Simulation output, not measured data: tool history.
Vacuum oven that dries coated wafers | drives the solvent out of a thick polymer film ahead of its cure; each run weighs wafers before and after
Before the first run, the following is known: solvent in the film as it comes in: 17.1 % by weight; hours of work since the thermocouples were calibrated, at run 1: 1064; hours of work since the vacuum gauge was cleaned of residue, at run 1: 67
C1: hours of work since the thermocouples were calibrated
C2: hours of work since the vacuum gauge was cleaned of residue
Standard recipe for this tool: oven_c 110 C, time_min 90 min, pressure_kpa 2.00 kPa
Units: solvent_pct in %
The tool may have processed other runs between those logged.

run 1 hour=0.0 | oven_c=110 time_min=90 pressure_kpa=2.00 | C1=1064 C2=67 | solvent_pct=3.35
run 2 hour=31.6 | oven_c=110 time_min=90 pressure_kpa=2.00 | C1=1078 C2=81 | solvent_pct=3.14
run 3 hour=71.7 | oven_c=110 time_min=90 pressure_kpa=2.00 | C1=1095 C2=99 | solvent_pct=3.23
run 4 hour=107.6 | oven_c=110 time_min=109 pressure_kpa=2.00 | C1=1111 C2=115 | solvent_pct=2.60
-- hour=135.0 oven's thermocouples calibrated
run 5 hour=154.2 | oven_c=110 time_min=109 pressure_kpa=2.00 | C1=8 C2=134 | solvent_pct=2.24
run 6 hour=185.8 | oven_c=110 time_min=109 pressure_kpa=2.00 | C1=22 C2=148 | solvent_pct=2.40
run 7 hour=230.7 | oven_c=110 time_min=109 pressure_kpa=2.00 | C1=42 C2=168 | solvent_pct=2.28
run 8 hour=269.0 | oven_c=110 time_min=109 pressure_kpa=2.00 | C1=59 C2=185 | solvent_pct=2.28
run 9 hour=316.2 | oven_c=110 time_min=109 pressure_kpa=2.00 | C1=80 C2=206 | solvent_pct=2.34
run 10 hour=345.6 | oven_c=110 time_min=109 pressure_kpa=2.00 | C1=93 C2=219 | solvent_pct=2.34
run 11 hour=378.4 | oven_c=106 time_min=109 pressure_kpa=2.00 | C1=107 C2=233 | solvent_pct=3.41
run 12 hour=424.9 | oven_c=106 time_min=109 pressure_kpa=2.00 | C1=128 C2=253 | solvent_pct=3.44
run 13 hour=457.3 | oven_c=110 time_min=90 pressure_kpa=2.00 | C1=142 C2=268 | solvent_pct=3.10
run 14 hour=477.4 | oven_c=110 time_min=88 pressure_kpa=2.00 | C1=151 C2=276 | solvent_pct=3.03
run 15 hour=511.3 | oven_c=110 time_min=90 pressure_kpa=2.00 | C1=166 C2=291 | solvent_pct=3.03
run 16 hour=538.3 | oven_c=110 time_min=90 pressure_kpa=2.03 | C1=177 C2=303 | solvent_pct=3.06
-- hour=544.2 vacuum gauge cleaned of residue and calibrated
run 17 hour=588.2 | oven_c=110 time_min=90 pressure_kpa=2.03 | C1=199 C2=19 | solvent_pct=2.96
run 18 hour=608.5 | oven_c=110 time_min=90 pressure_kpa=2.00 | C1=208 C2=28 | solvent_pct=3.01
-- hour=635.6 vacuum gauge cleaned of residue and calibrated, once more
run 19 hour=646.1 | oven_c=95 time_min=90 pressure_kpa=5.06 | C1=224 C2=5 | solvent_pct=9.45
run 20 hour=687.5 | oven_c=95 time_min=90 pressure_kpa=5.06 | C1=242 C2=23 | solvent_pct=9.65
run 21 hour=715.4 | oven_c=116 time_min=90 pressure_kpa=1.28 | C1=254 C2=35 | solvent_pct=1.47
run 22 hour=738.2 | oven_c=108 time_min=51 pressure_kpa=5.49 | C1=264 C2=45 | solvent_pct=7.54
run 23 hour=768.8 | oven_c=108 time_min=51 pressure_kpa=5.49 | C1=277 C2=59 | solvent_pct=7.42
run 24 hour=794.8 | oven_c=105 time_min=49 pressure_kpa=2.00 | C1=289 C2=70 | solvent_pct=7.44
run 25 hour=841.4 | oven_c=113 time_min=100 pressure_kpa=2.19 | C1=309 C2=91 | solvent_pct=2.10
run 26 hour=865.9 | oven_c=100 time_min=59 pressure_kpa=1.60 | C1=320 C2=101 | solvent_pct=8.04
run 27 hour=905.3 | oven_c=106 time_min=161 pressure_kpa=5.99 | C1=337 C2=119 | solvent_pct=4.48
run 28 hour=953.1 | oven_c=105 time_min=56 pressure_kpa=2.90 | C1=359 C2=140 | solvent_pct=7.21
run 29 hour=992.0 | oven_c=105 time_min=56 pressure_kpa=2.90 | C1=376 C2=157 | solvent_pct=7.20
run 30 hour=1036.2 | oven_c=96 time_min=96 pressure_kpa=2.00 | C1=395 C2=176 | solvent_pct=7.46
run 31 hour=1073.8 | oven_c=109 time_min=56 pressure_kpa=3.63 | C1=412 C2=193 | solvent_pct=6.18
run 32 hour=1105.9 | oven_c=109 time_min=56 pressure_kpa=3.63 | C1=426 C2=207 | solvent_pct=6.29
run 33 hour=1140.2 | oven_c=121 time_min=119 pressure_kpa=1.89 | C1=441 C2=222 | solvent_pct=0.86
run 34 hour=1178.4 | oven_c=98 time_min=71 pressure_kpa=2.00 | C1=458 C2=239 | solvent_pct=7.88
run 35 hour=1227.6 | oven_c=98 time_min=85 pressure_kpa=2.00 | C1=479 C2=260 | solvent_pct=7.59
run 36 hour=1258.5 | oven_c=123 time_min=82 pressure_kpa=2.72 | C1=493 C2=274 | solvent_pct=1.34

What differs in the tool's unlogged condition from the final listed run ahead of each entry between runs to the first listed run following it?
After run 4, before run 5: oven's thermocouples calibrated (hour 135.0)
  true wafer temperature over the reading, C: -1.92 -> -0.7; true pressure over the reading, kPa: 0.017 -> 0.022
  measured result minus the result with no hidden state, solvent_pct: +0.43 -> +0.16 %
After run 16, before run 17: vacuum gauge cleaned of residue and calibrated (hour 544.2)
  true wafer temperature over the reading, C: -0.98 -> -1.02; true pressure over the reading, kPa: 0.058 -> 0.087
  measured result minus the result with no hidden state, solvent_pct: +0.27 -> +0.30 %
After run 18, before run 19: vacuum gauge cleaned of residue and calibrated, once more (hour 635.6)
  true wafer temperature over the reading, C: -1.03 -> -1.06; true pressure over the reading, kPa: 0.089 -> 0.012
  measured result minus the result with no hidden state, solvent_pct: +0.31 -> +0.37 %

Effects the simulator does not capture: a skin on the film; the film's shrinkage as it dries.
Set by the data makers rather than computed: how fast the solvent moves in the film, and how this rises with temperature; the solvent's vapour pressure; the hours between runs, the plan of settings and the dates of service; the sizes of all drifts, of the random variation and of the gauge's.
